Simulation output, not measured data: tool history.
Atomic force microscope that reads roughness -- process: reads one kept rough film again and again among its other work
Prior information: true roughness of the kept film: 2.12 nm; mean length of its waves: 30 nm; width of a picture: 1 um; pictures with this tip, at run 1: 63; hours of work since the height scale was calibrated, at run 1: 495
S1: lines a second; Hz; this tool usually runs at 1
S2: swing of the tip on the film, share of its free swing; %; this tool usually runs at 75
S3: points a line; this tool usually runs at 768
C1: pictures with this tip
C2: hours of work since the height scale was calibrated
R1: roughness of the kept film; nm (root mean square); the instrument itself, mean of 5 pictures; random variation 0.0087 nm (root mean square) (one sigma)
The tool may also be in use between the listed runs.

{"run": 1, "hour": 0.0, "S1": 1, "S2": 75, "S3": 768, "C1": 63, "C2": 495, "R1": 1.892}
{"run": 2, "hour": 27.2, "S1": 1, "S2": 75, "S3": 768, "C1": 108, "C2": 510, "R1": 1.871}
{"run": 3, "hour": 47.2, "S1": 1, "S2": 75, "S3": 768, "C1": 141, "C2": 521, "R1": 1.875}
{"run": 4, "hour": 73.8, "S1": 1, "S2": 75, "S3": 768, "C1": 184, "C2": 535, "R1": 1.837}
{"hour": 87.1, "done": "new tip fitted"}
{"run": 5, "hour": 92.8, "S1": 1, "S2": 75, "S3": 768, "C1": 10, "C2": 546, "R1": 1.906}
{"run": 6, "hour": 122.8, "S1": 1, "S2": 75, "S3": 768, "C1": 59, "C2": 562, "R1": 1.895}
{"run": 7, "hour": 142.5, "S1": 1, "S2": 75, "S3": 768, "C1": 92, "C2": 573, "R1": 1.884}
{"run": 8, "hour": 168.2, "S1": 1, "S2": 75, "S3": 698, "C1": 134, "C2": 587, "R1": 1.855}
{"run": 9, "hour": 197.6, "S1": 0.57, "S2": 75, "S3": 768, "C1": 182, "C2": 603, "R1": 1.875}
{"hour": 212.5, "done": "new tip fitted"}
{"run": 10, "hour": 220.2, "S1": 0.92, "S2": 75, "S3": 768, "C1": 13, "C2": 615, "R1": 1.933}
{"run": 11, "hour": 246.0, "S1": 0.92, "S2": 89, "S3": 768, "C1": 55, "C2": 630, "R1": 1.827}
{"run": 12, "hour": 268.3, "S1": 1.53, "S2": 77, "S3": 768, "C1": 92, "C2": 642, "R1": 1.819}
{"run": 13, "hour": 300.0, "S1": 2.99, "S2": 77, "S3": 768, "C1": 144, "C2": 659, "R1": 1.679}
{"run": 14, "hour": 320.2, "S1": 2.99, "S2": 77, "S3": 768, "C1": 177, "C2": 670, "R1": 1.662}
{"hour": 337.5, "done": "new tip fitted"}
{"run": 15, "hour": 341.8, "S1": 2.99, "S2": 71, "S3": 512, "C1": 7, "C2": 682, "R1": 1.809}
{"run": 16, "hour": 355.5, "S1": 2.72, "S2": 78, "S3": 768, "C1": 30, "C2": 689, "R1": 1.725}
{"run": 17, "hour": 381.7, "S1": 2.72, "S2": 78, "S3": 768, "C1": 73, "C2": 704, "R1": 1.709}
{"run": 18, "hour": 409.8, "S1": 2.72, "S2": 56, "S3": 451, "C1": 119, "C2": 719, "R1": 1.875}
{"run": 19, "hour": 431.7, "S1": 0.64, "S2": 73, "S3": 291, "C1": 155, "C2": 731, "R1": 1.88}
{"run": 20, "hour": 453.6, "S1": 1.42, "S2": 69, "S3": 768, "C1": 191, "C2": 743, "R1": 1.835}
{"hour": 461.8, "done": "new tip fitted"}
{"run": 21, "hour": 474.9, "S1": 1.42, "S2": 69, "S3": 768, "C1": 21, "C2": 755, "R1": 1.926}

Selected run-to-run steps in R1, each split into two signed amounts: the part the tool would show with no hidden state at all (from settings, incoming material and random variation), and the remainder, which goes to the hidden state together with any gauge scatter not common to the measured and the hidden-state-free results:
Unlogged tool condition in this case: radius of the tip, nm; height scale over the true one, %; drift of the gauge itself on roughness_nm, %.
Run 9 -> 10: S1 0.57 -> 0.92, new tip fitted. R1 +0.058 nm (root mean square): hidden state +0.094, all else -0.036.
Run 14 -> 15: S2 77 -> 71, S3 768 -> 512, new tip fitted. R1 +0.147 nm (root mean square): hidden state +0.079, all else +0.068.
Run 17 -> 18: S2 78 -> 56, S3 768 -> 451. R1 +0.166 nm (root mean square): hidden state -0.027, all else +0.193.
Run 20 -> 21: new tip fitted. R1 +0.091 nm (root mean square): hidden state +0.081, all else +0.01.

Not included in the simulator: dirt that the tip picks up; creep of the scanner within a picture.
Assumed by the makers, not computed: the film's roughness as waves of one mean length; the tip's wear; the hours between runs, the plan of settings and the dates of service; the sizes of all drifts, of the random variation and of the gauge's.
